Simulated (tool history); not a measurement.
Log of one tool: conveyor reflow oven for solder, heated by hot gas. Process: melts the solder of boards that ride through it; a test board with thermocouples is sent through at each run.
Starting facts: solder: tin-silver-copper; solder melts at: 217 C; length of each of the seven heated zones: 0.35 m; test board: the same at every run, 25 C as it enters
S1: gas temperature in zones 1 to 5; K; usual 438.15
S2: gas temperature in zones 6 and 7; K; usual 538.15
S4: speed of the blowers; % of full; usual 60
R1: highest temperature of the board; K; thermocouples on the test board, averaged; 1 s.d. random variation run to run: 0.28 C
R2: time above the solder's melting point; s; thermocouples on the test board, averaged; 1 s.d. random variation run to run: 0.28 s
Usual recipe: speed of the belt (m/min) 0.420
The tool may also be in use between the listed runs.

Run 1, day 0.000: usual settings. Result: R1 522.25 K, R2 68.6 s.
Run 2, day 0.429: usual settings. Result: R1 522.45 K, R2 68.4 s.
Run 3, day 0.738: usual settings. Result: R1 522.25 K, R2 68.0 s.
Run 4, day 1.175: usual settings. Result: R1 522.55 K, R2 68.4 s.
Run 5, day 1.554: usual settings but S2 527.15 K. Result: R1 512.85 K, R2 57.9 s.
Run 6, day 1.967: usual settings but S2 527.15 K. Result: R1 512.75 K, R2 57.1 s.
Run 7, day 2.250: usual settings but S2 527.15 K. Result: R1 512.75 K, R2 57.8 s.
Run 8, day 2.825: usual settings but S2 527.15 K. Result: R1 513.25 K, R2 57.5 s.
Run 9, day 3.308: usual settings but S2 527.15 K. Result: R1 512.75 K, R2 57.3 s.
Run 10, day 3.862: usual settings but S2 527.15 K, speed of the belt (m/min) 0.424. Result: R1 512.55 K, R2 56.3 s.
Run 11, day 4.271: usual settings but S2 527.15 K, speed of the belt (m/min) 0.424. Result: R1 513.05 K, R2 56.9 s.
Run 12, day 4.546: usual settings but S2 527.15 K, speed of the belt (m/min) 0.424. Result: R1 512.35 K, R2 56.9 s.
Run 13, day 5.029: usual settings but S2 536.15 K, speed of the belt (m/min) 0.468, S4 81 % of full. Result: R1 520.75 K, R2 60.1 s.
Run 14, day 5.467: usual settings but S2 537.15 K, speed of the belt (m/min) 0.468, S4 81 % of full. Result: R1 522.05 K, R2 61.1 s.

Forecast each of these 5 alternatives for the next run:
Run A, day 6.038: usual settings but S2 536.15 K, speed of the belt (m/min) 0.468, S4 81 % of full. Result: R1 ?, R2 ?.
Run B, day 6.038: usual settings but S1 428.15 K, S2 537.15 K, speed of the belt (m/min) 0.354, S4 68 % of full. Result: R1 ?, R2 ?.
Run C, day 6.038: usual settings but S2 534.15 K, speed of the belt (m/min) 0.468, S4 81 % of full. Result: R1 ?, R2 ?.
Run D, day 6.038: usual settings but speed of the belt (m/min) 0.444, S4 84 % of full. Result: R1 ?, R2 ?.
Run E, day 6.038: usual settings but S2 542.15 K, speed of the belt (m/min) 0.426. Result: R1 ?, R2 ?.

run      R1    R2
  A  521.55  59.7
  B  526.55  85.4
  C  518.95  58.6
  D  524.75  67.5
  E  525.75  70.3
Take away the tool's hidden state, keep each run's random variation, and the runs would have read:
run      R1    R2
  A  521.65  59.7
  B  526.65  85.5
  C  518.95  58.7
  D  524.85  67.5
  E  525.85  70.3
